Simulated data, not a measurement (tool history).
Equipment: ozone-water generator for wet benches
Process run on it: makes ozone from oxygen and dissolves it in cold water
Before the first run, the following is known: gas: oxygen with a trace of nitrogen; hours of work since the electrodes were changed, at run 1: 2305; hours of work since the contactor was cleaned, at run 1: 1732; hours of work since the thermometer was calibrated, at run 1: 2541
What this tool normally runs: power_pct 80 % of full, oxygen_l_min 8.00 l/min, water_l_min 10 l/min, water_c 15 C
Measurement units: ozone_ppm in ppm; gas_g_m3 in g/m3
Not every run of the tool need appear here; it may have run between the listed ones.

| run | hour | power_pct | oxygen_l_min | water_l_min | water_c | hours of work since the electrodes were changed | hours of work since the contactor was cleaned | hours of work since the thermometer was calibrated | ozone_ppm | gas_g_m3 |
|---|---|---|---|---|---|---|---|---|---|---|
| 1 | 0.0 | 80 | 8.00 | 10 | 15 | 2305 | 1732 | 2541 | 37.0 | 175.1 |
| 2 | 145.8 | 80 | 8.00 | 10 | 15 | 2395 | 1823 | 2631 | 36.7 | 177.3 |
| 3 | 290.1 | 80 | 8.00 | 10 | 15 | 2485 | 1912 | 2721 | 36.7 | 176.6 |
| 4 | 355.7 | 80 | 8.00 | 10 | 15 | 2526 | 1953 | 2762 | 37.2 | 177.0 |
| 5 | 442.6 | 80 | 8.00 | 10 | 15 | 2580 | 2007 | 2816 | 36.9 | 176.6 |
| 6 | 559.9 | 80 | 8.00 | 10 | 15 | 2653 | 2080 | 2889 | 36.9 | 176.8 |
| 7 | 677.8 | 73 | 8.00 | 10 | 15 | 2726 | 2153 | 2962 | 35.4 | 166.4 |
| 8 | 758.4 | 80 | 12.28 | 10 | 15 | 2776 | 2203 | 3012 | 31.1 | 130.5 |
| 9 | 829.8 | 80 | 8.00 | 10 | 15 | 2820 | 2248 | 3056 | 37.0 | 176.7 |
| 10 | 921.9 | 80 | 8.00 | 10 | 15 | 2878 | 2305 | 3114 | 36.8 | 177.0 |
| 11 | 1000.0 | 80 | 8.00 | 10 | 15 | 2926 | 2354 | 3162 | 37.0 | 176.4 |
| 12 | 1147.6 | 80 | 8.00 | 10 | 15 | 3018 | 2445 | 3254 | 37.3 | 176.3 |
| 13 | 1248.0 | 80 | 8.00 | 10 | 15 | 3080 | 2508 | 3316 | 36.9 | 174.5 |
| 14 | 1316.8 | 80 | 8.00 | 10 | 15 | 3123 | 2550 | 3359 | 36.7 | 175.6 |
| 15 | 1465.1 | 80 | 8.00 | 10 | 15 | 3215 | 2643 | 3451 | 37.0 | 176.8 |
| 16 | 1605.2 | 80 | 8.00 | 10 | 13 | 3302 | 2730 | 3538 | 38.8 | 176.3 |
| 17 | 1704.9 | 80 | 8.00 | 10 | 13 | 3364 | 2792 | 3600 | 38.9 | 176.8 |
| 18 | 1788.0 | 96 | 4.48 | 13 | 13 | 3416 | 2843 | 3652 | 42.3 | 290.1 |
| 19 | 1910.0 | 68 | 7.94 | 7 | 15 | 3492 | 2919 | 3728 | 39.6 | 163.2 |

For run 20, what comes out?
| 20 | 2017.0 | 66 | 7.94 | 7 | 11 | 3558 | 2986 | 3794 | ? | ? |

For run 20 the tool returned ozone_ppm 43.1 ppm, gas_g_m3 161.4 g/m3.
Without the tool's hidden state the same run would have given ozone_ppm 43.1 ppm, gas_g_m3 161.6 g/m3.
